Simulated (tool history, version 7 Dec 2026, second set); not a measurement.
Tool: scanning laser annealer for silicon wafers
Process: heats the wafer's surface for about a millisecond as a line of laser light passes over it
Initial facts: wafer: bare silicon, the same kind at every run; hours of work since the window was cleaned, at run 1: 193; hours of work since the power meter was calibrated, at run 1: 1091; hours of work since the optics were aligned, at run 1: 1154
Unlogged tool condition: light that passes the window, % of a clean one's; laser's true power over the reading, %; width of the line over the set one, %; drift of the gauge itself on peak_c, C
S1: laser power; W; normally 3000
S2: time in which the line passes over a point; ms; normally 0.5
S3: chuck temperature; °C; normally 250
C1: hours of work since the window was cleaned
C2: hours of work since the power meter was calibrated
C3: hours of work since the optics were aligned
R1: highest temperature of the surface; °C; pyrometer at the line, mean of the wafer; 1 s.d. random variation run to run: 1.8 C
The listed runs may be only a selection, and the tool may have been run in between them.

run,day,S1,S2,S3,C1,C2,C3,R1
1,0,3000,0.5,250,193,1091,1154,1026
2,1.496,3000,0.5,250,219,1117,1180,1023
# day 3.533: optics aligned, line set to its width
3,4.258,3000,0.5,250,264,1162,13,1038
4,6.425,3000,0.5,230,302,1200,51,1018
5,8.371,3000,0.5,230,336,1234,85,1013
6,10.371,3000,0.5,230,371,1269,120,1007
# day 10.617: window over the wafer cleaned
7,13.296,3000,0.5,230,47,1319,169,994
8,15.854,3000,0.5,230,92,1363,214,988
9,17.962,3000,0.5,250,128,1400,251,1009
10,20.088,3000,0.5,221,166,1437,288,973
11,21.375,3042,0.49,276,188,1460,311,1033
12,23.254,2808,0.367,267,221,1493,344,870
13,25.712,3000,0.35,278,264,1536,387,908
# day 26.929: window over the wafer cleaned, once more
14,27.971,3000,0.35,278,18,1574,425,953
15,30.088,3000,0.35,278,55,1611,462,954

Run 16 is up next; what results do you expect?
16,32.054,3000,0.485,250,90,1645,496,?

{"run 16": {"R1": 1031}}
Had the tool carried no hidden state, the very same run would have given R1 1050 °C.

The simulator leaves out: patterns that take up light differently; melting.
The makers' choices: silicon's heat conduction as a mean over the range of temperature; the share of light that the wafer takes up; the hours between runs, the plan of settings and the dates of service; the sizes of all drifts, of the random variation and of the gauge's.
